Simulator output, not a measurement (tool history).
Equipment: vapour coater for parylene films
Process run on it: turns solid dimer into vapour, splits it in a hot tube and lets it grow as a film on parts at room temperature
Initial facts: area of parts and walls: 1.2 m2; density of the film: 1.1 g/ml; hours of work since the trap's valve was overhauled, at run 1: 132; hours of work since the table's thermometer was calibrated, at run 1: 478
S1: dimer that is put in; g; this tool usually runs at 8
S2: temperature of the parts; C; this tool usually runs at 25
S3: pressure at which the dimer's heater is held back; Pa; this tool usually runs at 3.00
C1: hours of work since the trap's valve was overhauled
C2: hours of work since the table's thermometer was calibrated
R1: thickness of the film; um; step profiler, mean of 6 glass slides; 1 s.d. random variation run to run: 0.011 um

run 1 hour=0.0 | S1=8 S2=25 S3=3.00 | C1=132 C2=478 | R1=3.33
run 2 hour=13.6 | S1=8 S2=25 S3=9.91 | C1=141 C2=486 | R1=2.59
run 3 hour=45.7 | S1=8 S2=25 S3=9.91 | C1=160 C2=506 | R1=2.58
run 4 hour=75.8 | S1=8 S2=25 S3=10.96 | C1=179 C2=525 | R1=2.52
run 5 hour=90.5 | S1=8 S2=25 S3=10.96 | C1=188 C2=534 | R1=2.53
run 6 hour=116.5 | S1=8 S2=25 S3=10.96 | C1=204 C2=550 | R1=2.53
run 7 hour=144.5 | S1=8 S2=25 S3=10.96 | C1=221 C2=567 | R1=2.52
run 8 hour=164.1 | S1=4 S2=25 S3=3.00 | C1=233 C2=579 | R1=1.64
run 9 hour=195.8 | S1=8 S2=25 S3=3.00 | C1=253 C2=599 | R1=3.30
run 10 hour=226.7 | S1=5 S2=25 S3=3.00 | C1=272 C2=618 | R1=2.06
run 11 hour=240.2 | S1=8 S2=25 S3=2.12 | C1=280 C2=626 | R1=3.53
run 12 hour=253.4 | S1=3 S2=25 S3=3.00 | C1=289 C2=634 | R1=1.22
-- hour=255.9 table's thermometer calibrated
run 13 hour=282.3 | S1=3 S2=25 S3=3.00 | C1=306 C2=16 | R1=1.23
run 14 hour=306.2 | S1=3 S2=25 S3=3.00 | C1=321 C2=31 | R1=1.23
run 15 hour=334.7 | S1=6 S2=25 S3=3.00 | C1=338 C2=49 | R1=2.45
run 16 hour=359.7 | S1=8 S2=25 S3=3.00 | C1=354 C2=64 | R1=3.25
run 17 hour=373.7 | S1=8 S2=25 S3=3.00 | C1=362 C2=73 | R1=3.24
run 18 hour=390.1 | S1=8 S2=25 S3=3.00 | C1=372 C2=83 | R1=3.26
run 19 hour=405.1 | S1=8 S2=25 S3=3.00 | C1=382 C2=92 | R1=3.24
-- hour=420.1 table's thermometer calibrated, once more
run 20 hour=420.1 | S1=8 S2=25 S3=3.00 | C1=390 C2=0 | R1=3.18
run 21 hour=434.4 | S1=8 S2=25 S3=3.00 | C1=399 C2=9 | R1=3.19
run 22 hour=454.0 | S1=8 S2=25 S3=3.00 | C1=411 C2=21 | R1=3.18
run 23 hour=472.3 | S1=4 S2=21 S3=10.31 | C1=422 C2=32 | R1=1.46
run 24 hour=488.1 | S1=8 S2=20 S3=3.60 | C1=432 C2=42 | R1=3.76
run 25 hour=508.2 | S1=8 S2=18 S3=9.54 | C1=445 C2=54 | R1=3.34
run 26 hour=523.4 | S1=7 S2=25 S3=7.40 | C1=454 C2=64 | R1=2.30
-- hour=551.6 trap's valve overhauled
run 27 hour=559.4 | S1=11 S2=25 S3=2.21 | C1=5 C2=83 | R1=4.94
run 28 hour=582.2 | S1=11 S2=25 S3=2.21 | C1=19 C2=98 | R1=4.94
run 29 hour=597.6 | S1=11 S2=25 S3=2.21 | C1=28 C2=107 | R1=4.94
run 30 hour=612.8 | S1=5 S2=20 S3=9.15 | C1=38 C2=116 | R1=2.04
run 31 hour=638.8 | S1=6 S2=25 S3=3.00 | C1=54 C2=132 | R1=2.53
run 32 hour=654.8 | S1=6 S2=25 S3=3.00 | C1=64 C2=142 | R1=2.52
run 33 hour=687.2 | S1=14 S2=34 S3=3.00 | C1=84 C2=162 | R1=4.04
run 34 hour=707.6 | S1=3 S2=34 S3=2.72 | C1=96 C2=175 | R1=0.89
run 35 hour=724.4 | S1=3 S2=21 S3=10.86 | C1=107 C2=185 | R1=1.12
run 36 hour=743.0 | S1=5 S2=34 S3=7.67 | C1=118 C2=197 | R1=1.20
run 37 hour=775.1 | S1=5 S2=34 S3=7.67 | C1=138 C2=217 | R1=1.18
run 38 hour=795.7 | S1=7 S2=25 S3=4.84 | C1=151 C2=229 | R1=2.63
run 39 hour=820.3 | S1=8 S2=25 S3=2.95 | C1=166 C2=244 | R1=3.32

Entry by entry between the runs, the difference in hidden state between the last listed run before and the first listed run after:
Logged between run 12 and run 13: table's thermometer calibrated (hour 255.9)
  vapour lost through the trap's worn valve, %: 4.1 -> 4.3; true temperature of the parts over the reading, C: -0.26 -> -0.38
  measured less the result without the state, R1: -0.04 -> -0.04 um
Logged between run 19 and run 20: table's thermometer calibrated, once more (hour 420.1)
  vapour lost through the trap's worn valve, %: 5.4 -> 5.5; true temperature of the parts over the reading, C: -0.4 -> -0.02
  measured less the result without the state, R1: -0.13 -> -0.18 um
Logged between run 26 and run 27: trap's valve overhauled (hour 551.6)
  vapour lost through the trap's worn valve, %: 6.3 -> 0.1
  measured less the result without the state, R1: -0.15 -> +0.00 um
